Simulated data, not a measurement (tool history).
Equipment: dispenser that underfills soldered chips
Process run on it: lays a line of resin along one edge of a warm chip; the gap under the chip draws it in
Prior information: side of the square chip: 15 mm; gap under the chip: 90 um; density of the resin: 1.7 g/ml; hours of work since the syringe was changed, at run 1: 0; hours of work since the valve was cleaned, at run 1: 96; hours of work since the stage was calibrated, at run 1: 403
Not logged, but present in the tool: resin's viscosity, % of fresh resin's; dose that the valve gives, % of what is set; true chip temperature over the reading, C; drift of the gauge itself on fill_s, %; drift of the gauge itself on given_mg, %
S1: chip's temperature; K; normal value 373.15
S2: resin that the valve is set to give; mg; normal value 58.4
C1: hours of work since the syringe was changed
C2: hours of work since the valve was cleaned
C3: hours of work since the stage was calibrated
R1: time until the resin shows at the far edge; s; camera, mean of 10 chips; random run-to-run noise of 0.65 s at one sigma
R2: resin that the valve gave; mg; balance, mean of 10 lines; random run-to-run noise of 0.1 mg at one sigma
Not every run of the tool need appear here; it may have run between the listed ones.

run,hour,S1,S2,C1,C2,C3,R1,R2
1,0,373.15,58.4,0,96,403,53.7,56.8
# hour 8.6: dispensing valve cleaned and set on the balance
2,9.5,373.15,58.4,6,1,409,70.2,58.39
# hour 18.4: new syringe of resin
3,25.9,373.15,62.9,5,12,420,66.5,62.88
# hour 36.2: new syringe of resin
4,40.2,373.15,62.9,3,21,430,59.5,62.48
5,48,373.15,52.1,8,27,435,78.4,51.73
# hour 54.1: new syringe of resin
6,58.6,373.15,52.1,3,34,443,62.5,51.57
7,70.8,373.15,52.1,11,42,451,94.4,51.39
# hour 72.4: new syringe of resin
8,86.3,373.15,52.1,10,53,461,83.3,51.29
# hour 89.7: new syringe of resin
9,95.9,373.15,74.1,4,59,468,64.4,72.78
10,105.4,359.15,58.4,11,66,474,146.9,57.2
# hour 107.1: new syringe of resin
11,116,374.15,52.7,6,73,481,70.2,51.37
# hour 124.8: new syringe of resin
12,131.5,374.15,52.7,5,83,492,65.3,51.32
# hour 142.3: new syringe of resin
13,144.3,360.15,74.7,1,92,501,85,72.62
14,156.8,360.15,74.7,10,101,509,130.8,72.34
# hour 158.7: dispensing valve cleaned and set on the balance
# hour 160.9: new syringe of resin
15,169.1,377.15,66.9,6,7,517,60.6,66.79
# hour 178.7: new syringe of resin
16,186.2,377.15,66.9,5,19,528,58.3,66.68
# hour 196.4: new syringe of resin
17,202.7,385.15,56.2,4,30,540,45.1,55.47
# hour 213.8: new syringe of resin
18,216.9,363.15,69.4,2,39,549,79.6,68.59
# hour 230.9: new syringe of resin
19,230.9,361.15,54.5,0,49,559,77.1,53.66

Below are 4 alternative next runs, each starting from the tool's condition after run 19. Predict each:
A,244.7,359.15,63.1,10,58,568,?,?
B,244.7,375.15,75.5,10,58,568,?,?
C,244.7,364.15,51.9,10,58,568,?,?
D,244.7,362.15,58.4,10,58,568,?,?

run,R1,R2
A,127.6,61.92
B,74.9,73.97
C,111.6,50.93
D,118,57.27
Without the tool's unlogged condition, the same runs would have read:
run,R1,R2
A,92.4,63.16
B,53.8,75.46
C,80.4,51.95
D,85.4,58.42

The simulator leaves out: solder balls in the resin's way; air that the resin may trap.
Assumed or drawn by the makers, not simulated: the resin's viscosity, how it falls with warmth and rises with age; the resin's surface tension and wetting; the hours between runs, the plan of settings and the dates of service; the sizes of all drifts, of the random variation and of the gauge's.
